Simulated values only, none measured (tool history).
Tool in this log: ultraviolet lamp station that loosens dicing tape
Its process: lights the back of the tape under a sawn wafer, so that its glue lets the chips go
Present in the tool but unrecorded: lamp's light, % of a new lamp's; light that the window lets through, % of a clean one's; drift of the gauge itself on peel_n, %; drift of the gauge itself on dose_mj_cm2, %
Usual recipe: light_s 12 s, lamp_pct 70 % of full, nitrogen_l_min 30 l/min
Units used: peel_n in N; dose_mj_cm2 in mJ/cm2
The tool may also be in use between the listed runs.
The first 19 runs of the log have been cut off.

run,hour,light_s,lamp_pct,nitrogen_l_min,hours of work of the lamp,hours of work since the window was cleaned,peel_n,dose_mj_cm2
20,378.6,12,70,30,1086,45,2.035,334
21,406.6,12,70,30,1106,64,2.041,325
22,434.9,12,70,30,1126,84,2.130,329
23,456.3,23,74,14,1141,99,1.019,649
# hour 460.0: lamp changed
24,473.8,14,74,38,10,111,0.615,605
25,499.1,14,74,38,28,129,0.662,597
26,514.1,16,70,42,38,140,0.557,649
27,540.1,16,70,42,57,158,0.583,634
28,559.7,6,89,38,70,172,2.137,299
29,584.1,9,86,58,88,189,1.024,431
30,606.8,9,86,58,104,205,1.063,429
31,636.3,9,86,58,124,226,1.083,417
32,661.8,9,86,27,143,244,1.600,418
33,687.2,12,70,20,160,262,1.542,445
34,706.1,12,70,20,174,275,1.582,434
35,723.8,14,92,30,186,288,0.605,659
36,741.0,7,77,17,198,300,3.043,275
37,765.6,7,77,17,216,317,3.246,270

Forecast each of these 3 alternatives for the next run:
A,786.0,19,76,30,230,332,?,?
B,786.0,8,92,15,230,332,?,?
C,786.0,13,70,30,230,332,?,?

run,peel_n,dose_mj_cm2
A,0.532,728
B,2.299,369
C,1.225,457
Without the tool's hidden state the same runs would have given:
run,peel_n,dose_mj_cm2
A,0.371,902
B,1.710,458
C,0.825,565
